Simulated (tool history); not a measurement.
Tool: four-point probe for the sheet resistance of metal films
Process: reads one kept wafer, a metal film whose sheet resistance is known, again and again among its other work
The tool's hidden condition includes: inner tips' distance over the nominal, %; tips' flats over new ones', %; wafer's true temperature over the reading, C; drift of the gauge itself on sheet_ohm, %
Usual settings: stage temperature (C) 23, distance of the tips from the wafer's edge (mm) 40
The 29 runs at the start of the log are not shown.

| run | hour | stage temperature (C) | distance of the tips from the wafer's edge (mm) | touches since the probe head was changed | hours of work since the stage's thermometer was calibrated | sheet resistance as the instrument gives it (ohm/square) |
|---|---|---|---|---|---|---|
| 30 | 2172.4 | 27 | 16 | 112231 | 1938 | 10.543853 |
| 31 | 2264.8 | 27 | 48 | 115724 | 1991 | 10.517702 |
| 32 | 2315.6 | 29 | 37 | 117647 | 2020 | 10.51569 |
| 33 | 2387.9 | 29 | 37 | 120380 | 2062 | 10.514803 |
| 34 | 2480.4 | 26 | 12 | 123876 | 2115 | 10.573699 |
| 35 | 2576.6 | 30 | 40 | 127514 | 2170 | 10.518485 |
| 36 | 2658.4 | 22 | 16 | 130604 | 2217 | 10.54474 |
| 37 | 2732 | 32 | 3 | 133389 | 2259 | 11.423573 |
| 38 | 2800.5 | 33 | 35 | 135978 | 2299 | 10.513855 |
| 39 | 2853.4 | 33 | 35 | 137976 | 2329 | 10.511752 |
|  | 2925.5 | stage's thermometer calibrated |
| 40 | 2942 | 33 | 35 | 141306 | 9 | 10.514502 |
| 41 | 3023.3 | 33 | 35 | 144382 | 56 | 10.518559 |
| 42 | 3069.2 | 33 | 35 | 146115 | 83 | 10.518173 |
| 43 | 3145.5 | 30 | 18 | 149001 | 126 | 10.540317 |
| 44 | 3219.9 | 18 | 33 | 151812 | 169 | 10.522237 |

Below are 3 alternative next runs, each starting from the tool's condition after run 44. Predict each:
| A | 3284.4 | 29 | 16 | 154252 | 206 | ? |
| B | 3284.4 | 19 | 22 | 154252 | 206 | ? |
| C | 3284.4 | 18 | 9 | 154252 | 206 | ? |

| run | sheet resistance as the instrument gives it (ohm/square) |
|---|---|
| A | 10.54742 |
| B | 10.535789 |
| C | 10.631103 |
Without the tool's hidden state the same runs would have given:
| run | sheet resistance as the instrument gives it (ohm/square) |
|---|---|
| A | 10.546058 |
| B | 10.534428 |
| C | 10.629731 |
